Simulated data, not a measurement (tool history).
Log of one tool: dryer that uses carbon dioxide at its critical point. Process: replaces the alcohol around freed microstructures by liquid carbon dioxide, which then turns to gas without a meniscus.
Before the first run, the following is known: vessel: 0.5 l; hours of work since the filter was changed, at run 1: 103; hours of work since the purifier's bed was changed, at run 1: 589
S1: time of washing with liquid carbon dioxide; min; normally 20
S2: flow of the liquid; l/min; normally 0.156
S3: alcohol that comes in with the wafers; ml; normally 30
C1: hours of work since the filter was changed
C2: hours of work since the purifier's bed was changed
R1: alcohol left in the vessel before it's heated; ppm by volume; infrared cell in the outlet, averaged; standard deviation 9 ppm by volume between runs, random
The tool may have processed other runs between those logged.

run 1 hour=0 | S1=20 S2=0.156 S3=30 | C1=103 C2=589 | R1=690
run 2 hour=32 | S1=20 S2=0.156 S3=41 | C1=117 C2=603 | R1=935
run 3 hour=54.7 | S1=20 S2=0.156 S3=41 | C1=127 C2=612 | R1=927
run 4 hour=89.4 | S1=20 S2=0.156 S3=41 | C1=142 C2=627 | R1=975
run 5 hour=108.2 | S1=20 S2=0.156 S3=77 | C1=150 C2=635 | R1=1721
run 6 hour=145.2 | S1=20 S2=0.156 S3=29 | C1=165 C2=651 | R1=732
run 7 hour=171.5 | S1=20 S2=0.132 S3=30 | C1=177 C2=662 | R1=1441
run 8 hour=194.8 | S1=20 S2=0.132 S3=30 | C1=187 C2=672 | R1=1491
run 9 hour=219.3 | S1=20 S2=0.132 S3=30 | C1=197 C2=682 | R1=1515
run 10 hour=252.6 | S1=20 S2=0.112 S3=30 | C1=211 C2=697 | R1=2706
run 11 hour=273.9 | S1=31 S2=0.156 S3=30 | C1=220 C2=706 | R1=194
run 12 hour=298.7 | S1=20 S2=0.156 S3=87 | C1=231 C2=716 | R1=2155
run 13 hour=328.1 | S1=17 S2=0.156 S3=30 | C1=243 C2=729 | R1=1533
run 14 hour=356.2 | S1=20 S2=0.156 S3=30 | C1=255 C2=741 | R1=878
run 15 hour=384.8 | S1=20 S2=0.156 S3=30 | C1=268 C2=753 | R1=874
run 16 hour=408.7 | S1=20 S2=0.156 S3=30 | C1=278 C2=763 | R1=908
run 17 hour=432.7 | S1=20 S2=0.156 S3=66 | C1=288 C2=774 | R1=1857
run 18 hour=466.6 | S1=20 S2=0.156 S3=90 | C1=303 C2=788 | R1=2566
run 19 hour=506.3 | S1=25 S2=0.185 S3=30 | C1=320 C2=805 | R1=249
run 20 hour=529.9 | S1=20 S2=0.152 S3=53 | C1=330 C2=815 | R1=1813
-- hour=542 inlet filter changed
run 21 hour=572.7 | S1=20 S2=0.12 S3=39 | C1=13 C2=833 | R1=2185

Forecast run 22:
run 22 hour=598.6 | S1=29 S2=0.157 S3=30 | C1=24 C2=844 | R1=?

{"run 22": {"R1": 217}}
The same run, on a tool lacking any hidden state, would have yielded R1 57 ppm by volume.
